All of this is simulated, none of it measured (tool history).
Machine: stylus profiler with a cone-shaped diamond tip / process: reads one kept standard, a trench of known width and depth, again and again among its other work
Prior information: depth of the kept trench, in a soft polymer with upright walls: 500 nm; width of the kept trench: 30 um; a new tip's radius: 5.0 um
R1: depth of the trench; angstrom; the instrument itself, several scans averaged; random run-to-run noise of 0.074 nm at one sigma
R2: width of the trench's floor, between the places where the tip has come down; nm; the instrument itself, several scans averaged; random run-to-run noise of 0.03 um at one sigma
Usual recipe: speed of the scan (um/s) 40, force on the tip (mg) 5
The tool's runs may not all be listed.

Run 1, hour 0: usual settings. Result: R1 5047.2 angstrom, R2 24050 nm.
Run 2, hour 62.8: usual settings. Result: R1 5047.2 angstrom, R2 23990 nm.
Run 3, hour 104.9: usual settings. Result: R1 5049 angstrom, R2 23980 nm.
Run 4, hour 175.3: usual settings. Result: R1 5048.5 angstrom, R2 23980 nm.
Run 5, hour 245.2: usual settings. Result: R1 5050.4 angstrom, R2 23860 nm.
Run 6, hour 321.6: usual settings. Result: R1 5050.8 angstrom, R2 23790 nm.
Run 7, hour 378.4: usual settings. Result: R1 5052.2 angstrom, R2 23800 nm.
Run 8, hour 416.2: usual settings but force on the tip (mg) 6.5. Result: R1 5059.6 angstrom, R2 23780 nm.
Run 9, hour 474.2: usual settings but force on the tip (mg) 6.5. Result: R1 5061.3 angstrom, R2 23720 nm.
Run 10, hour 563.9: usual settings but force on the tip (mg) 6.5. Result: R1 5061.6 angstrom, R2 23650 nm.
Run 11, hour 635.8: usual settings but force on the tip (mg) 6.5. Result: R1 5062.7 angstrom, R2 23630 nm.
At hour 646.3: height scale calibrated on a step standard.
Run 12, hour 711.2: usual settings but speed of the scan (um/s) 13, force on the tip (mg) 9.73. Result: R1 5066.9 angstrom, R2 23670 nm.
Run 13, hour 788.8: usual settings but speed of the scan (um/s) 108, force on the tip (mg) 2.11. Result: R1 5025.2 angstrom, R2 22940 nm.
Run 14, hour 867.2: usual settings but speed of the scan (um/s) 20, force on the tip (mg) 5.95. Result: R1 5049.5 angstrom, R2 23570 nm.
Run 15, hour 907.4: usual settings but speed of the scan (um/s) 20, force on the tip (mg) 5.95. Result: R1 5051.6 angstrom, R2 23490 nm.
Run 16, hour 990: usual settings but speed of the scan (um/s) 20, force on the tip (mg) 5.95. Result: R1 5052.5 angstrom, R2 23400 nm.
Run 17, hour 1056.3: usual settings but speed of the scan (um/s) 41. Result: R1 5047 angstrom, R2 23330 nm.
Run 18, hour 1133.4: usual settings but speed of the scan (um/s) 18, force on the tip (mg) 6.61. Result: R1 5057.1 angstrom, R2 23350 nm.
Run 19, hour 1213.4: usual settings but speed of the scan (um/s) 18, force on the tip (mg) 6.61. Result: R1 5057.1 angstrom, R2 23310 nm.
Run 20, hour 1254.8: usual settings but speed of the scan (um/s) 116, force on the tip (mg) 3.74. Result: R1 5041.6 angstrom, R2 22740 nm.
Run 21, hour 1324.8: usual settings but speed of the scan (um/s) 70, force on the tip (mg) 13.55. Result: R1 5089.5 angstrom, R2 23150 nm.
Run 22, hour 1378: usual settings but speed of the scan (um/s) 70, force on the tip (mg) 13.55. Result: R1 5092.1 angstrom, R2 23090 nm.

Branching from run 22: 5 alternative next runs. What would each branch give?
Run A, hour 1458.5: usual settings but speed of the scan (um/s) 37, force on the tip (mg) 3.79. Result: R1 ?, R2 ?.
Run B, hour 1458.5: usual settings but force on the tip (mg) 8.9. Result: R1 ?, R2 ?.
Run C, hour 1458.5: usual settings but speed of the scan (um/s) 14, force on the tip (mg) 3.34. Result: R1 ?, R2 ?.
Run D, hour 1458.5: usual settings but force on the tip (mg) 7.75. Result: R1 ?, R2 ?.
Run E, hour 1458.5: usual settings but speed of the scan (um/s) 80, force on the tip (mg) 2.89. Result: R1 ?, R2 ?.

run      R1     R2
  A  5043.6  23060
  B  5073.2  23030
  C  5042.6  23130
  D    5066  23000
  E    5038  22790
Had the tool no hidden state, the same runs would have come out as:
run      R1     R2
  A  5034.8  25520
  B  5064.4  25480
  C  5033.8  25590
  D  5057.3  25460
  E  5029.3  25250

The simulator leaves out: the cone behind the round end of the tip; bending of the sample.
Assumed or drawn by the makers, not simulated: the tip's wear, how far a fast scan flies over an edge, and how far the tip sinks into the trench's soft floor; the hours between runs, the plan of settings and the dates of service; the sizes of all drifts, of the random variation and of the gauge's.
